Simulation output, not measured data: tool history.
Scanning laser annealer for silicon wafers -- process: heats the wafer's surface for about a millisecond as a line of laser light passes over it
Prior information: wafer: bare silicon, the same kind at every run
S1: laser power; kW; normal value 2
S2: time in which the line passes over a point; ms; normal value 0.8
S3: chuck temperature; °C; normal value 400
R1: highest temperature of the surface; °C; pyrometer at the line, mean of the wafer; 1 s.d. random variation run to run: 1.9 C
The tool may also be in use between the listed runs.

| run | day | S1 | S2 | S3 | R1 |
|---|---|---|---|---|---|
| 1 | 0 | 2 | 0.8 | 400 | 1158 |
| 2 | 1.192 | 2 | 0.8 | 400 | 1155 |
| 3 | 2.221 | 2 | 0.8 | 400 | 1153 |
| 4 | 3.012 | 2 | 0.8 | 400 | 1151 |
| 5 | 3.858 | 2 | 0.8 | 400 | 1154 |
| 6 | 4.488 | 2 | 0.8 | 400 | 1154 |
| 7 | 5.908 | 2 | 0.8 | 400 | 1153 |
| 8 | 6.708 | 1.73 | 0.8 | 400 | 1018 |
| 9 | 7.892 | 2 | 0.8 | 386 | 1140 |
| 10 | 9.317 | 1.781 | 0.8 | 400 | 1042 |
| 11 | 10.679 | 2 | 0.8 | 429 | 1177 |
| 12 | 11.496 | 2 | 0.8 | 377 | 1127 |
| 13 | 12.146 | 2 | 0.8 | 400 | 1149 |
| 14 | 13.408 | 2 | 0.8 | 437 | 1185 |
| 15 | 14.754 | 2.12 | 0.8 | 400 | 1207 |
| 16 | 15.912 | 2 | 0.622 | 400 | 1050 |
| 17 | 17.183 | 2 | 0.622 | 400 | 1052 |
| 18 | 18.104 | 2.016 | 0.8 | 400 | 1154 |
| 19 | 18.938 | 2 | 0.901 | 379 | 1174 |
| 20 | 20.525 | 1.813 | 0.901 | 408 | 1100 |
| 21 | 21.858 | 2.12 | 0.733 | 424 | 1187 |
| 22 | 22.888 | 2.047 | 0.854 | 400 | 1191 |
| 23 | 24.429 | 2.055 | 0.678 | 392 | 1108 |
| 24 | 25.442 | 2.055 | 0.678 | 392 | 1111 |
| 25 | 26.288 | 1.766 | 0.8 | 376 | 1012 |
| 26 | 27.479 | 1.766 | 0.8 | 376 | 1014 |
| 27 | 28.9 | 1.766 | 0.8 | 376 | 1014 |
| 28 | 30.054 | 1.744 | 0.8 | 363 | 988 |
| 29 | 31.192 | 1.722 | 0.8 | 400 | 1012 |
| 30 | 32.579 | 2.174 | 0.767 | 402 | 1221 |
| 31 | 33.229 | 2.032 | 0.664 | 402 | 1095 |
| 32 | 34.633 | 2.032 | 0.664 | 370 | 1061 |
| 33 | 35.458 | 1.763 | 0.8 | 400 | 1033 |
| 34 | 36.696 | 1.763 | 0.8 | 400 | 1032 |
| 35 | 37.854 | 2 | 0.683 | 400 | 1086 |

Between the runs listed above, the log contained 2 entries, not reproduced here. Where in the sequence does each belong, and how does what the log doesn't record of the tool's condition differ from the listed run before to the listed run after?
After run 19, before run 20: optics aligned, line set to its width (day 19.271)
  light that passes the window, % of a clean one's: 98.61 -> 98.56; laser's true power over the reading, %: -0.42 -> -0.43; width of the line over the set one, %: 2.48 -> 2.82
  measured minus no-state result, R1: -36 -> -34 °C
After run 22, before run 23: optics aligned, line set to its width, once more (day 23.638)
  light that passes the window, % of a clean one's: 98.47 -> 98.41; laser's true power over the reading, %: -0.45 -> -0.46; width of the line over the set one, %: 2.9 -> 0.04
  measured minus no-state result, R1: -40 -> -20 °C
